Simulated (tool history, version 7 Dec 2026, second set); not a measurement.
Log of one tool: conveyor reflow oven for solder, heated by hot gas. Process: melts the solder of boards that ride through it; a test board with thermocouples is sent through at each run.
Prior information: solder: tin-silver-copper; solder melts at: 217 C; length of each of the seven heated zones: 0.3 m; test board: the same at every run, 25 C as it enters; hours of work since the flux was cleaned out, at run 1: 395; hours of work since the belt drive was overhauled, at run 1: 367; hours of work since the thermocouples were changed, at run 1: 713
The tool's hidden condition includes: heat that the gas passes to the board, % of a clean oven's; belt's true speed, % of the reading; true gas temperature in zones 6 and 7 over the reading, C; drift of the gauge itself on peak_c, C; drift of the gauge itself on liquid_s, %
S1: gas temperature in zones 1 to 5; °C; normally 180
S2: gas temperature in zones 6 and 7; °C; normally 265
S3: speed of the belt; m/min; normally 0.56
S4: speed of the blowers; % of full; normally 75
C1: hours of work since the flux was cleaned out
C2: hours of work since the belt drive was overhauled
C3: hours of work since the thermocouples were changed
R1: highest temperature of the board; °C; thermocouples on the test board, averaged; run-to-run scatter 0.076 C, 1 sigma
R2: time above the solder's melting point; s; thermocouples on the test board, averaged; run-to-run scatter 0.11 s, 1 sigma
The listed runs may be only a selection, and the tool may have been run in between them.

run,hour,S1,S2,S3,S4,C1,C2,C3,R1,R2
1,0,180,265,0.56,75,395,367,713,253.16,51.2
2,23.1,180,265,0.56,75,410,382,728,253.09,51.4
# hour 49.2: flux residue cleaned out of gas plates and filters
3,49.7,180,265,0.56,75,0,397,743,254.45,52.1
4,67.4,180,265,0.602,75,12,409,755,252.18,46.9
5,82.6,180,265,0.56,75,22,419,765,254.3,52.3
6,98.5,180,265,0.56,75,33,429,776,254.35,52.2
7,112.5,180,265,0.56,51,42,439,785,248.25,46.9
8,133.7,180,265,0.56,75,57,453,799,254.25,52.1
9,145.9,180,265,0.56,75,65,461,807,254.12,52.2
10,166.4,180,265,0.56,75,79,475,821,254.29,52
11,191.7,180,265,0.56,75,96,492,838,254.21,52.1
12,213.2,180,265,0.56,75,110,506,853,254.28,52.3
13,226.7,180,265,0.56,85,119,515,862,256.07,53.5
14,244.9,180,265,0.56,85,131,528,874,255.84,53.4
15,264.2,182,273,0.56,57,144,541,887,257.47,53.7
16,288.3,189,265,0.602,58,160,557,903,250.03,47.8
17,302.6,189,265,0.602,58,170,566,913,249.84,48
18,319.6,182,265,0.636,75,181,578,924,250.84,43.8
19,330.9,174,253,0.568,57,189,585,932,238.15,36.5
20,349.9,180,266,0.657,75,202,598,944,250.08,41.3
21,369.8,180,277,0.56,76,215,611,958,265,57.1
22,387.6,174,277,0.479,88,227,623,970,270.43,68.4
# hour 391.3: thermocouples of zones 6 and 7 changed
23,402.8,174,277,0.479,88,236,632,8,268.83,67.6
24,424.9,174,277,0.479,88,251,647,23,268.73,67.5
25,440.1,174,277,0.479,88,261,657,33,268.6,67.8
26,453.3,184,266,0.591,53,270,666,42,247.06,44.7
27,476.7,180,265,0.543,84,285,682,57,254.59,54.8
28,487.5,181,265,0.543,52,293,689,65,248.17,49.3

Alternative continuations, all from the tool just after run 28; predict every row:
A,498.3,190,270,0.517,75,300,696,72,?,?
B,498.3,181,265,0.543,55,300,696,72,?,?
C,498.3,172,266,0.56,63,300,696,72,?,?
D,498.3,180,265,0.56,75,300,696,72,?,?

run,R1,R2
A,260.49,64.2
B,249.07,50.1
C,249.45,46
D,252.38,51.4
With no hidden state in the tool, these same runs would have given:
run,R1,R2
A,260.33,63.2
B,248.81,49.2
C,249.31,45.3
D,252.3,50.6

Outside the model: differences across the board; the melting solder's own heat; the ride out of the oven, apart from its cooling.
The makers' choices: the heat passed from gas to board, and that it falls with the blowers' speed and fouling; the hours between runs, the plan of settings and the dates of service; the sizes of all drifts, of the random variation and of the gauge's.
